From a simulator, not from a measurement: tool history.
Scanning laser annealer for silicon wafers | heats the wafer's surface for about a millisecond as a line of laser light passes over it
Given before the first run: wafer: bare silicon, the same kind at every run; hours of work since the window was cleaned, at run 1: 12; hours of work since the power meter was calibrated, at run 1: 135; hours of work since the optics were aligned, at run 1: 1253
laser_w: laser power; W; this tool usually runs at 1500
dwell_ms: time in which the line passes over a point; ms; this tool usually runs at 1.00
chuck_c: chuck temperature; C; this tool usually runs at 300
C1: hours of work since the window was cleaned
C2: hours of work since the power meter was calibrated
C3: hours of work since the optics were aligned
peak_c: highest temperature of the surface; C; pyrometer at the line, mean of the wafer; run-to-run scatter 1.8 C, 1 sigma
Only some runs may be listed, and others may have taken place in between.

{"run": 1, "day": 0.0, "laser_w": 1500, "dwell_ms": 1.0, "chuck_c": 300, "C1": 12, "C2": 135, "C3": 1253, "peak_c": 1020}
{"run": 2, "day": 0.392, "laser_w": 1500, "dwell_ms": 1.0, "chuck_c": 300, "C1": 16, "C2": 139, "C3": 1257, "peak_c": 1024}
{"run": 3, "day": 0.7, "laser_w": 1500, "dwell_ms": 1.0, "chuck_c": 300, "C1": 19, "C2": 142, "C3": 1260, "peak_c": 1020}
{"run": 4, "day": 0.938, "laser_w": 1500, "dwell_ms": 1.0, "chuck_c": 325, "C1": 22, "C2": 144, "C3": 1263, "peak_c": 1048}
{"run": 5, "day": 1.35, "laser_w": 1500, "dwell_ms": 1.0, "chuck_c": 325, "C1": 26, "C2": 149, "C3": 1267, "peak_c": 1047}
{"run": 6, "day": 1.85, "laser_w": 1500, "dwell_ms": 1.0, "chuck_c": 325, "C1": 31, "C2": 154, "C3": 1272, "peak_c": 1045}
{"run": 7, "day": 2.383, "laser_w": 1500, "dwell_ms": 0.86, "chuck_c": 300, "C1": 37, "C2": 159, "C3": 1278, "peak_c": 972}
{"run": 8, "day": 2.883, "laser_w": 1500, "dwell_ms": 1.0, "chuck_c": 314, "C1": 42, "C2": 164, "C3": 1283, "peak_c": 1038}
{"run": 9, "day": 3.233, "laser_w": 1500, "dwell_ms": 0.98, "chuck_c": 300, "C1": 45, "C2": 168, "C3": 1286, "peak_c": 1016}
{"run": 10, "day": 3.558, "laser_w": 1500, "dwell_ms": 0.98, "chuck_c": 300, "C1": 49, "C2": 171, "C3": 1290, "peak_c": 1012}
{"run": 11, "day": 4.075, "laser_w": 1500, "dwell_ms": 0.98, "chuck_c": 300, "C1": 54, "C2": 177, "C3": 1295, "peak_c": 1013}
{"run": 12, "day": 4.471, "laser_w": 1360, "dwell_ms": 1.0, "chuck_c": 300, "C1": 58, "C2": 181, "C3": 1299, "peak_c": 945}
{"run": 13, "day": 4.954, "laser_w": 1500, "dwell_ms": 1.0, "chuck_c": 309, "C1": 63, "C2": 186, "C3": 1304, "peak_c": 1035}
{"run": 14, "day": 5.521, "laser_w": 1500, "dwell_ms": 1.0, "chuck_c": 260, "C1": 69, "C2": 191, "C3": 1310, "peak_c": 980}
{"run": 15, "day": 5.875, "laser_w": 1500, "dwell_ms": 1.0, "chuck_c": 260, "C1": 72, "C2": 195, "C3": 1313, "peak_c": 984}
{"run": 16, "day": 6.367, "laser_w": 1445, "dwell_ms": 1.0, "chuck_c": 300, "C1": 77, "C2": 200, "C3": 1318, "peak_c": 989}
{"run": 17, "day": 6.754, "laser_w": 1445, "dwell_ms": 1.0, "chuck_c": 300, "C1": 81, "C2": 204, "C3": 1322, "peak_c": 994}
{"run": 18, "day": 7.038, "laser_w": 1339, "dwell_ms": 1.0, "chuck_c": 300, "C1": 84, "C2": 207, "C3": 1325, "peak_c": 930}
{"run": 19, "day": 7.529, "laser_w": 1339, "dwell_ms": 1.0, "chuck_c": 300, "C1": 89, "C2": 212, "C3": 1330, "peak_c": 931}
{"run": 20, "day": 8.021, "laser_w": 1388, "dwell_ms": 1.0, "chuck_c": 300, "C1": 94, "C2": 217, "C3": 1335, "peak_c": 955}
{"run": 21, "day": 8.558, "laser_w": 1500, "dwell_ms": 1.0, "chuck_c": 300, "C1": 100, "C2": 223, "C3": 1341, "peak_c": 1022}
{"run": 22, "day": 9.125, "laser_w": 1500, "dwell_ms": 1.14, "chuck_c": 260, "C1": 106, "C2": 228, "C3": 1347, "peak_c": 1035}
{"run": 23, "day": 9.654, "laser_w": 1386, "dwell_ms": 1.22, "chuck_c": 276, "C1": 111, "C2": 234, "C3": 1352, "peak_c": 1004}
{"run": 24, "day": 9.938, "laser_w": 1331, "dwell_ms": 0.94, "chuck_c": 276, "C1": 114, "C2": 237, "C3": 1355, "peak_c": 886}
{"run": 25, "day": 10.204, "laser_w": 1460, "dwell_ms": 1.23, "chuck_c": 273, "C1": 117, "C2": 239, "C3": 1358, "peak_c": 1047}
{"run": 26, "day": 10.646, "laser_w": 1500, "dwell_ms": 1.0, "chuck_c": 282, "C1": 121, "C2": 244, "C3": 1362, "peak_c": 1001}
{"run": 27, "day": 11.167, "laser_w": 1500, "dwell_ms": 1.0, "chuck_c": 282, "C1": 126, "C2": 249, "C3": 1368, "peak_c": 1002}
{"run": 28, "day": 11.579, "laser_w": 1500, "dwell_ms": 1.0, "chuck_c": 287, "C1": 131, "C2": 253, "C3": 1372, "peak_c": 1009}
{"run": 29, "day": 11.958, "laser_w": 1398, "dwell_ms": 1.22, "chuck_c": 287, "C1": 135, "C2": 257, "C3": 1376, "peak_c": 1018}
{"run": 30, "day": 12.288, "laser_w": 1500, "dwell_ms": 1.0, "chuck_c": 284, "C1": 138, "C2": 261, "C3": 1379, "peak_c": 1005}
{"run": 31, "day": 12.6, "laser_w": 1591, "dwell_ms": 0.76, "chuck_c": 269, "C1": 141, "C2": 264, "C3": 1382, "peak_c": 943}
{"run": 32, "day": 12.904, "laser_w": 1591, "dwell_ms": 0.76, "chuck_c": 269, "C1": 144, "C2": 267, "C3": 1385, "peak_c": 944}
{"run": 33, "day": 13.167, "laser_w": 1514, "dwell_ms": 1.1, "chuck_c": 291, "C1": 147, "C2": 270, "C3": 1388, "peak_c": 1056}
{"run": 34, "day": 13.496, "laser_w": 1279, "dwell_ms": 1.0, "chuck_c": 305, "C1": 150, "C2": 273, "C3": 1391, "peak_c": 905}
{"run": 35, "day": 13.783, "laser_w": 1279, "dwell_ms": 1.0, "chuck_c": 305, "C1": 153, "C2": 276, "C3": 1394, "peak_c": 902}
{"run": 36, "day": 14.229, "laser_w": 1279, "dwell_ms": 1.0, "chuck_c": 305, "C1": 158, "C2": 281, "C3": 1399, "peak_c": 905}
{"run": 37, "day": 14.775, "laser_w": 1275, "dwell_ms": 0.78, "chuck_c": 305, "C1": 163, "C2": 286, "C3": 1404, "peak_c": 830}
{"run": 38, "day": 15.204, "laser_w": 1545, "dwell_ms": 1.0, "chuck_c": 317, "C1": 168, "C2": 291, "C3": 1409, "peak_c": 1065}
{"day": 15.579, "done": "optics aligned, line set to its width"}
{"run": 39, "day": 15.683, "laser_w": 1500, "dwell_ms": 1.0, "chuck_c": 287, "C1": 171, "C2": 293, "C3": 1, "peak_c": 1007}
{"run": 40, "day": 16.058, "laser_w": 1500, "dwell_ms": 0.77, "chuck_c": 300, "C1": 174, "C2": 297, "C3": 5, "peak_c": 932}
{"run": 41, "day": 16.35, "laser_w": 1500, "dwell_ms": 0.77, "chuck_c": 300, "C1": 177, "C2": 300, "C3": 8, "peak_c": 935}
{"run": 42, "day": 16.796, "laser_w": 1500, "dwell_ms": 0.77, "chuck_c": 300, "C1": 182, "C2": 305, "C3": 12, "peak_c": 933}

Forecast each of these 3 alternatives for the next run:
{"run": "A", "day": 17.179, "laser_w": 1500, "dwell_ms": 0.76, "chuck_c": 300, "C1": 186, "C2": 309, "C3": 16, "peak_c": "?"}
{"run": "B", "day": 17.179, "laser_w": 1515, "dwell_ms": 1.0, "chuck_c": 294, "C1": 186, "C2": 309, "C3": 16, "peak_c": "?"}
{"run": "C", "day": 17.179, "laser_w": 1372, "dwell_ms": 1.0, "chuck_c": 300, "C1": 186, "C2": 309, "C3": 16, "peak_c": "?"}

run=A peak_c=924
run=B peak_c=1023
run=C peak_c=952
Without the tool's unlogged condition, the same runs would have read:
run=A peak_c=924
run=B peak_c=1023
run=C peak_c=953
